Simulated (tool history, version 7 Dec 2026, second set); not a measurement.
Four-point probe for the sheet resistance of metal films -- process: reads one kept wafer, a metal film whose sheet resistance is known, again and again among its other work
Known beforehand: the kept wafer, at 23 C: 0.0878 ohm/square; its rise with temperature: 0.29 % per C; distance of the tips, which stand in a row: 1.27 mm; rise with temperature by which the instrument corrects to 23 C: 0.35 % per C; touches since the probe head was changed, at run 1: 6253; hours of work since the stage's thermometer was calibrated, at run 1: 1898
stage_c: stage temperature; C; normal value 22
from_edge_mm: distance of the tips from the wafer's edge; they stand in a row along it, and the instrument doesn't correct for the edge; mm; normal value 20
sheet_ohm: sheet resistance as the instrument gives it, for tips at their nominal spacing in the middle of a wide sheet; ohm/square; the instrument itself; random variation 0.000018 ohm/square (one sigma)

run	hour	stage_c	from_edge_mm	touches since the probe head was changed	hours of work since the stage's thermometer was calibrated	sheet_ohm
1	0	22	20	6253	1898	0.087585
2	21.2	22	11	6459	1908	0.08801
3	34.6	22	11	6589	1914	0.088014
4	52.6	29	20	6763	1922	0.087252
5	71.7	29	20	6949	1930	0.087265
6	90	29	20	7127	1938	0.087272
7	117.2	22	19	7391	1950	0.087578
8	146.7	22	19	7677	1963	0.087587
9	163.2	22	19	7837	1970	0.087583
10	192.6	22	19	8123	1983	0.08762
11	222.2	27	5	8411	1997	0.090079
12	239.7	23	6	8580	2004	0.0894
13	270.1	33	68	8875	2018	0.086863
14	293.9	26	19	9107	2028	0.087399
15	313.8	33	22	9299	2037	0.087044
16	328.9	26	12	9447	2044	0.087712
17	360.5	30	25	9753	2058	0.087136
18	384.6	21	25	9987	2068	0.087546
19	400.3	32	24	10139	2075	0.08703
20	432.1	24	6	10448	2089	0.089346

Alternative continuations, all from the tool just after run 20; predict every row:
A	449	26	8	10613	2097	?
B	449	19	10	10613	2097	?
C	449	19	33	10613	2097	?

run	sheet_ohm
A	0.088317
B	0.088242
C	0.087581
Take away the tool's hidden state, keep each run's random variation, and the runs would have read:
run	sheet_ohm
A	0.08881
B	0.088736
C	0.088072
